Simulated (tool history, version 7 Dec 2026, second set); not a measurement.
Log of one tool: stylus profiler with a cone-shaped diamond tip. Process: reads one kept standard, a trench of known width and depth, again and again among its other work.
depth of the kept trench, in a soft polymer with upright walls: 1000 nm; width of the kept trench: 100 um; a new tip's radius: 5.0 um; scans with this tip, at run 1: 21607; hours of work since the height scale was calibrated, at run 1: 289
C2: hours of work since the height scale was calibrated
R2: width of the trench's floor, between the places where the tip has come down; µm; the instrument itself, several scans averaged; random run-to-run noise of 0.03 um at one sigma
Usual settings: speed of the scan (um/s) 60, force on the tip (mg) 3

Run 1, hour 0: usual settings; scans with this tip 21607; C2 289. Result: depth of the trench (Å) 10123.9, R2 90.57 µm.
Run 2, hour 87: usual settings; scans with this tip 22100; C2 341. Result: depth of the trench (Å) 10122.9, R2 90.46 µm.
Run 3, hour 204.6: usual settings; scans with this tip 22768; C2 411. Result: depth of the trench (Å) 10122.2, R2 90.43 µm.
Run 4, hour 311.9: usual settings but force on the tip (mg) 6.35; scans with this tip 23376; C2 475. Result: depth of the trench (Å) 10202.3, R2 90.37 µm.
Run 5, hour 387.1: usual settings but force on the tip (mg) 6.35; scans with this tip 23803; C2 520. Result: depth of the trench (Å) 10202.7, R2 90.37 µm.
Run 6, hour 447.1: usual settings but force on the tip (mg) 6.35; scans with this tip 24144; C2 556. Result: depth of the trench (Å) 10198.6, R2 90.35 µm.
Run 7, hour 508: usual settings but force on the tip (mg) 6.35; scans with this tip 24489; C2 592. Result: depth of the trench (Å) 10202.3, R2 90.33 µm.
Run 8, hour 560: usual settings; scans with this tip 24784; C2 623. Result: depth of the trench (Å) 10113.3, R2 90.17 µm.
Run 9, hour 620.3: usual settings but speed of the scan (um/s) 228; scans with this tip 25126; C2 659. Result: depth of the trench (Å) 10115.6, R2 89.26 µm.
Run 10, hour 686.2: usual settings but speed of the scan (um/s) 87; scans with this tip 25500; C2 699. Result: depth of the trench (Å) 10118.2, R2 90 µm.
Run 11, hour 771.4: usual settings but speed of the scan (um/s) 87; scans with this tip 25983; C2 749. Result: depth of the trench (Å) 10112.4, R2 89.89 µm.
Run 12, hour 877.4: usual settings; scans with this tip 26585; C2 813. Result: depth of the trench (Å) 10108.9, R2 89.98 µm.
Run 13, hour 950.7: usual settings; scans with this tip 27000; C2 856. Result: depth of the trench (Å) 10110.8, R2 89.9 µm.
Run 14, hour 1040.4: usual settings but force on the tip (mg) 2.52; scans with this tip 27509; C2 910. Result: depth of the trench (Å) 10097.2, R2 89.89 µm.
At hour 1076.7: height scale calibrated on a step standard.
Run 15, hour 1121.6: usual settings but speed of the scan (um/s) 106, force on the tip (mg) 2.52; scans with this tip 27967; C2 27. Result: depth of the trench (Å) 10114.5, R2 89.55 µm.
Run 16, hour 1203.1: usual settings but speed of the scan (um/s) 106, force on the tip (mg) 2.52; scans with this tip 28430; C2 75. Result: depth of the trench (Å) 10112.4, R2 89.46 µm.
Run 17, hour 1282.8: usual settings but speed of the scan (um/s) 106, force on the tip (mg) 2.52; scans with this tip 28882; C2 123. Result: depth of the trench (Å) 10114, R2 89.45 µm.
Run 18, hour 1368: usual settings but force on the tip (mg) 1.78; scans with this tip 29365; C2 174. Result: depth of the trench (Å) 10083, R2 89.56 µm.
Run 19, hour 1471.6: usual settings but force on the tip (mg) 1.78; scans with this tip 29953; C2 236. Result: depth of the trench (Å) 10083.4, R2 89.5 µm.
Run 20, hour 1559.5: usual settings; scans with this tip 30451; C2 288. Result: depth of the trench (Å) 10122.1, R2 89.54 µm.
Run 21, hour 1675.3: usual settings; scans with this tip 31108; C2 357. Result: depth of the trench (Å) 10119.8, R2 89.5 µm.
Run 22, hour 1773.2: usual settings but force on the tip (mg) 1.7; scans with this tip 31664; C2 416. Result: depth of the trench (Å) 10075.8, R2 89.33 µm.
Run 23, hour 1840.6: usual settings but force on the tip (mg) 1.7; scans with this tip 32046; C2 456. Result: depth of the trench (Å) 10077.4, R2 89.29 µm.
Run 24, hour 1900.3: usual settings but force on the tip (mg) 1.7; scans with this tip 32385; C2 491. Result: depth of the trench (Å) 10076.6, R2 89.25 µm.
Run 25, hour 1949.5: usual settings but speed of the scan (um/s) 43, force on the tip (mg) 8.19; scans with this tip 32664; C2 521. Result: depth of the trench (Å) 10236.3, R2 89.46 µm.
Run 26, hour 2014: usual settings but speed of the scan (um/s) 126, force on the tip (mg) 5.15; scans with this tip 33030; C2 559. Result: depth of the trench (Å) 10170.4, R2 89.11 µm.
Run 27, hour 2078: usual settings but speed of the scan (um/s) 46, force on the tip (mg) 6.64; scans with this tip 33393; C2 597. Result: depth of the trench (Å) 10205.8, R2 89.44 µm.
Run 28, hour 2190.7: usual settings but speed of the scan (um/s) 40, force on the tip (mg) 5.68; scans with this tip 34033; C2 665. Result: depth of the trench (Å) 10183.7, R2 89.31 µm.
Run 29, hour 2247.5: usual settings but speed of the scan (um/s) 35, force on the tip (mg) 3.22; scans with this tip 34354; C2 698. Result: depth of the trench (Å) 10118.4, R2 89.25 µm.
Run 30, hour 2297.2: usual settings but speed of the scan (um/s) 35, force on the tip (mg) 3.22; scans with this tip 34636; C2 728. Result: depth of the trench (Å) 10120.9, R2 89.22 µm.
Run 31, hour 2412.6: usual settings but speed of the scan (um/s) 19, force on the tip (mg) 4.4; scans with this tip 35291; C2 797. Result: depth of the trench (Å) 10151.1, R2 89.27 µm.
Run 32, hour 2468.8: usual settings but speed of the scan (um/s) 72, force on the tip (mg) 7.61; scans with this tip 35610; C2 831. Result: depth of the trench (Å) 10221.9, R2 89.11 µm.
Run 33, hour 2548.1: usual settings but speed of the scan (um/s) 59, force on the tip (mg) 1.99; scans with this tip 36060; C2 878. Result: depth of the trench (Å) 10084.2, R2 88.94 µm.
At hour 2641.6: height scale calibrated on a step standard.
Run 34, hour 2659.9: usual settings but speed of the scan (um/s) 59, force on the tip (mg) 1.99; scans with this tip 36691; C2 11. Result: depth of the trench (Å) 10091.5, R2 88.84 µm.
At hour 2688.5: new tip fitted, height scale calibrated.
Run 35, hour 2726.8: usual settings but speed of the scan (um/s) 59, force on the tip (mg) 1.99; scans with this tip 218; C2 23. Result: depth of the trench (Å) 10094.5, R2 93.54 µm.
Run 36, hour 2789: usual settings but speed of the scan (um/s) 27, force on the tip (mg) 4.55; scans with this tip 570; C2 60. Result: depth of the trench (Å) 10165.7, R2 93.75 µm.
Run 37, hour 2872.2: usual settings but force on the tip (mg) 2.38; scans with this tip 1043; C2 110. Result: depth of the trench (Å) 10111.4, R2 93.37 µm.
Run 38, hour 2991.9: usual settings but speed of the scan (um/s) 204, force on the tip (mg) 2.38; scans with this tip 1721; C2 181. Result: depth of the trench (Å) 10109.5, R2 92.46 µm.
Run 39, hour 3110.9: usual settings but speed of the scan (um/s) 44, force on the tip (mg) 1.3; scans with this tip 2396; C2 252. Result: depth of the trench (Å) 10068.8, R2 93.15 µm.
Run 40, hour 3188.9: usual settings but speed of the scan (um/s) 185, force on the tip (mg) 1.3; scans with this tip 2839; C2 299. Result: depth of the trench (Å) 10064.8, R2 91.98 µm.
Run 41, hour 3280: usual settings but speed of the scan (um/s) 28, force on the tip (mg) 1.3; scans with this tip 3356; C2 353. Result: depth of the trench (Å) 10067.8, R2 93.14 µm.
Run 42, hour 3341: usual settings but speed of the scan (um/s) 146, force on the tip (mg) 1.22; scans with this tip 3702; C2 389. Result: depth of the trench (Å) 10056.5, R2 92.12 µm.
Run 43, hour 3420: usual settings but speed of the scan (um/s) 146, force on the tip (mg) 1.22; scans with this tip 4150; C2 436. Result: depth of the trench (Å) 10062.6, R2 92.08 µm.
Run 44, hour 3491.1: usual settings but speed of the scan (um/s) 146, force on the tip (mg) 1.22; scans with this tip 4554; C2 479. Result: depth of the trench (Å) 10063.6, R2 91.9 µm.
Run 45, hour 3582.1: usual settings but speed of the scan (um/s) 146, force on the tip (mg) 1.22; scans with this tip 5070; C2 533. Result: depth of the trench (Å) 10057.4, R2 91.89 µm.
Run 46, hour 3670.1: usual settings but speed of the scan (um/s) 66, force on the tip (mg) 4.73; scans with this tip 5569; C2 586. Result: depth of the trench (Å) 10160.4, R2 92.71 µm.

3 ways to go on from here, each from the tool as it stands after run 46. What would each give?
Run A, hour 3736.6: usual settings but speed of the scan (um/s) 66, force on the tip (mg) 2.54; scans with this tip 5946; C2 625. Result: depth of the trench (Å) ?, R2 ?.
Run B, hour 3736.6: usual settings but speed of the scan (um/s) 31, force on the tip (mg) 1.18; scans with this tip 5946; C2 625. Result: depth of the trench (Å) ?, R2 ?.
Run C, hour 3736.6: usual settings but speed of the scan (um/s) 22; scans with this tip 5946; C2 625. Result: depth of the trench (Å) ?, R2 ?.

run  depth of the trench (Å)     R2
  A                    10107  92.59
  B                  10053.8  92.67
  C                  10114.4  92.77
Had the tool no hidden state, the same runs would have come out as:
run  depth of the trench (Å)     R2
  A                  10118.4  93.66
  B                  10065.1  93.74
  C                  10125.8  93.84

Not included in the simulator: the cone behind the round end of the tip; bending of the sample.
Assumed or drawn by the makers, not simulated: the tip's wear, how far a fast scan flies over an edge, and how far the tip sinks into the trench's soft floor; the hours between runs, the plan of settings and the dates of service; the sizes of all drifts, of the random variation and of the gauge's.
